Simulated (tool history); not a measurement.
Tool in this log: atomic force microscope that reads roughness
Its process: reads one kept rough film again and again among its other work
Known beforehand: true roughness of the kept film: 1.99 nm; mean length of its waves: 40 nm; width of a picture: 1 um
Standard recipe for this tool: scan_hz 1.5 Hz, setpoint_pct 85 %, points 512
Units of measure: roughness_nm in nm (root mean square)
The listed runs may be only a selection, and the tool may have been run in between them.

run     day  scan_hz  setpoint_pct  points  roughness_nm
  1       0      1.5            85     512           1.7
  2     0.5      1.5            85     512         1.701
  3     1.3      1.5            85     512         1.694
  4   1.867      1.5            85     860         1.694
  5    2.25      1.5            85     512           1.7
  6   2.788      1.5            85     512         1.703
  7   3.504      1.5            85     512         1.685
  8   3.917      1.5            85     512         1.681
  9   4.712      1.5            85     512         1.698
 10   5.283      1.5            85     512           1.7
      5.633  -- new tip fitted
 11   5.821      1.5            85     512         1.698
 12   6.638      1.5            85     512         1.697
 13   7.367      1.5            85     512         1.693
 14   7.762      1.5            85     512         1.687
 15   8.258      1.5            85     512         1.708
 16   8.746     2.04            85     512         1.613
 17   9.367     2.04            85     512         1.637
 18   9.975     2.04            85     512         1.616
 19  10.471     2.04            85     512         1.631
 20  11.146      1.5            85     718         1.695
 21  11.812     1.52            62     344         1.846
 22  12.654      1.5            65     862         1.847
 23  13.433     1.48            72     700         1.812
 24  13.912      1.5            85     582         1.699
 25  14.733     2.01            85     582         1.617
 26  15.375     2.01            85     582         1.633
 27  15.833     2.01            85     582         1.622
 28  16.333     1.83            68     358         1.809
 29  17.158      0.5            68     358         1.894
 30  17.688      0.5            68     358         1.894
 31  18.283     1.71            85     329         1.659
 32  18.708     1.27            63     512         1.874
 33  19.583     1.27            87     456         1.708
 34  20.133     0.54            84     455          1.84
 35  20.867     2.19            85     650         1.595
 36  21.404     2.19            85     650         1.601
 37  22.288      1.5            84     500         1.703

3 options for the next run, each taken on its own from the tool as it stands now. Forecast them:
     22.717  -- new tip fitted
  A  22.717     2.22            69     799             ?
     22.717  -- new tip fitted
  B  22.717     1.53            84     436             ?
     22.717  -- new tip fitted
  C  22.717     3.17            84     500             ?

run  roughness_nm
  A         1.772
  B         1.709
  C         1.494
Without the tool's unlogged condition, the same runs would have read:
run  roughness_nm
  A          1.77
  B         1.707
  C         1.493
